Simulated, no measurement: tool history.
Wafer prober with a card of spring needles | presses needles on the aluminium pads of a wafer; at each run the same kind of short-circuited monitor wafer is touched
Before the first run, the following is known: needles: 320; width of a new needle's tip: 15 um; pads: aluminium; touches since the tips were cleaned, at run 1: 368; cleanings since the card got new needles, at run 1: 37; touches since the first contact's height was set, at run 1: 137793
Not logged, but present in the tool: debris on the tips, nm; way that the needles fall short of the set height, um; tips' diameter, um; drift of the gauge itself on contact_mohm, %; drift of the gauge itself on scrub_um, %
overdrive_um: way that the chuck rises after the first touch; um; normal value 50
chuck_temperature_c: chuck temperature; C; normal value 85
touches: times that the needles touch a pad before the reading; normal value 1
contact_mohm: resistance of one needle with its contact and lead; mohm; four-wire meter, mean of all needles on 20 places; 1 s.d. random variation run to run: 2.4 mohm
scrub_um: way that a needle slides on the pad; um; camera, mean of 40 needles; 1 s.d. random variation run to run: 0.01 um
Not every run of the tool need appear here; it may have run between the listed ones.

run	hour	overdrive_um	chuck_temperature_c	touches	touches since the tips were cleaned	cleanings since the card got new needles	touches since the first contact's height was set	contact_mohm	scrub_um
1	0.0	50	85	1	368	37	137793	301	6.36
# hour 14.3: tips cleaned on abrasive film
2	16.4	50	81	1	987	38	145402	312	6.34
# hour 30.5: tips cleaned on abrasive film
3	33.2	50	81	1	1249	39	153212	326	6.35
4	44.3	50	81	1	6444	39	158407	409	6.32
# hour 45.5: tips cleaned on abrasive film
5	58.9	50	85	2	6268	40	165192	355	6.32
# hour 60.7: tips cleaned on abrasive film
# hour 63.9: height of the first contact set anew
6	69.4	42	36	3	3904	41	2543	324	5.43
# hour 77.3: tips cleaned on abrasive film
7	79.3	44	41	1	950	42	7145	316	5.69
8	91.9	44	41	1	6832	42	13027	448	5.68
# hour 93.0: tips cleaned on abrasive film
9	105.6	44	41	1	5859	43	19370	442	5.66
# hour 108.4: tips cleaned on abrasive film
10	114.9	44	41	1	3045	44	23693	386	5.66

What if the next run were any one of these 5? Each begins from the tool's condition after run 10:
# hour 123.7: tips cleaned on abrasive film
A	124.0	65	43	3	104	45	27885	?	?
# hour 123.7: tips cleaned on abrasive film
B	124.0	50	85	1	104	45	27885	?	?
# hour 123.7: tips cleaned on abrasive film
C	124.0	50	66	1	104	45	27885	?	?
# hour 123.7: tips cleaned on abrasive film
D	124.0	50	98	1	104	45	27885	?	?
# hour 123.7: tips cleaned on abrasive film
E	124.0	31	41	1	104	45	27885	?	?

run	contact_mohm	scrub_um
A	255	8.39
B	286	6.45
C	277	6.45
D	282	6.44
E	299	3.99
Stripped of hidden state, with their random variation kept, the same runs would have yielded:
run	contact_mohm	scrub_um
A	251	8.42
B	274	6.48
C	265	6.48
D	271	6.47
E	271	4.01

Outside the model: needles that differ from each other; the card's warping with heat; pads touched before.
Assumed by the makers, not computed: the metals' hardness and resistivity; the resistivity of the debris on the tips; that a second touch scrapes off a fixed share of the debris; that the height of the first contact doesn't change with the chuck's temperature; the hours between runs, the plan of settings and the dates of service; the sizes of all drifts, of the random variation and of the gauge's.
